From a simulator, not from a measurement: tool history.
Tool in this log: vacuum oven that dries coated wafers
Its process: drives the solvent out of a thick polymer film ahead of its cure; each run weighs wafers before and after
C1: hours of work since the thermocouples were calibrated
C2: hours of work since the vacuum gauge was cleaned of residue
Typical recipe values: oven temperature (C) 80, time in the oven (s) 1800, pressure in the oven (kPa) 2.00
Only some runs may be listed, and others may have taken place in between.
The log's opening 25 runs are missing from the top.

{"run": 26, "hour": 360.0, "oven temperature (C)": 80, "time in the oven (s)": 3120, "pressure in the oven (kPa)": 2.0, "C1": 97, "C2": 287, "solvent left in the film (%)": 1.33}
{"run": 27, "hour": 374.3, "oven temperature (C)": 80, "time in the oven (s)": 3120, "pressure in the oven (kPa)": 2.0, "C1": 107, "C2": 297, "solvent left in the film (%)": 1.37}
{"run": 28, "hour": 393.1, "oven temperature (C)": 80, "time in the oven (s)": 3120, "pressure in the oven (kPa)": 2.0, "C1": 120, "C2": 310, "solvent left in the film (%)": 1.35}
{"run": 29, "hour": 403.5, "oven temperature (C)": 80, "time in the oven (s)": 3120, "pressure in the oven (kPa)": 2.0, "C1": 127, "C2": 318, "solvent left in the film (%)": 1.38}
{"run": 30, "hour": 420.3, "oven temperature (C)": 88, "time in the oven (s)": 900, "pressure in the oven (kPa)": 4.23, "C1": 139, "C2": 329, "solvent left in the film (%)": 3.25}
{"run": 31, "hour": 431.1, "oven temperature (C)": 94, "time in the oven (s)": 2100, "pressure in the oven (kPa)": 3.85, "C1": 147, "C2": 337, "solvent left in the film (%)": 1.44}
{"run": 32, "hour": 453.1, "oven temperature (C)": 66, "time in the oven (s)": 1080, "pressure in the oven (kPa)": 1.9, "C1": 162, "C2": 352, "solvent left in the film (%)": 9.41}
{"run": 33, "hour": 471.5, "oven temperature (C)": 66, "time in the oven (s)": 1080, "pressure in the oven (kPa)": 1.9, "C1": 175, "C2": 365, "solvent left in the film (%)": 9.42}
{"run": 34, "hour": 485.3, "oven temperature (C)": 66, "time in the oven (s)": 1080, "pressure in the oven (kPa)": 1.9, "C1": 185, "C2": 375, "solvent left in the film (%)": 9.23}
{"run": 35, "hour": 507.7, "oven temperature (C)": 66, "time in the oven (s)": 1080, "pressure in the oven (kPa)": 1.9, "C1": 200, "C2": 391, "solvent left in the film (%)": 9.16}

3 options for the next run, each taken on its own from the tool as it stands now. Forecast them:
{"run": "A", "hour": 521.3, "oven temperature (C)": 83, "time in the oven (s)": 1080, "pressure in the oven (kPa)": 1.9, "C1": 210, "C2": 400, "solvent left in the film (%)": "?"}
{"run": "B", "hour": 521.3, "oven temperature (C)": 80, "time in the oven (s)": 1200, "pressure in the oven (kPa)": 1.9, "C1": 210, "C2": 400, "solvent left in the film (%)": "?"}
{"run": "C", "hour": 521.3, "oven temperature (C)": 80, "time in the oven (s)": 1800, "pressure in the oven (kPa)": 5.87, "C1": 210, "C2": 400, "solvent left in the film (%)": "?"}

run=A solvent_left_in_the_film_(%)=2.94
run=B solvent_left_in_the_film_(%)=3.51
run=C solvent_left_in_the_film_(%)=4.36
Without the tool's hidden state the same runs would have given:
run=A solvent_left_in_the_film_(%)=2.93
run=B solvent_left_in_the_film_(%)=3.50
run=C solvent_left_in_the_film_(%)=4.35
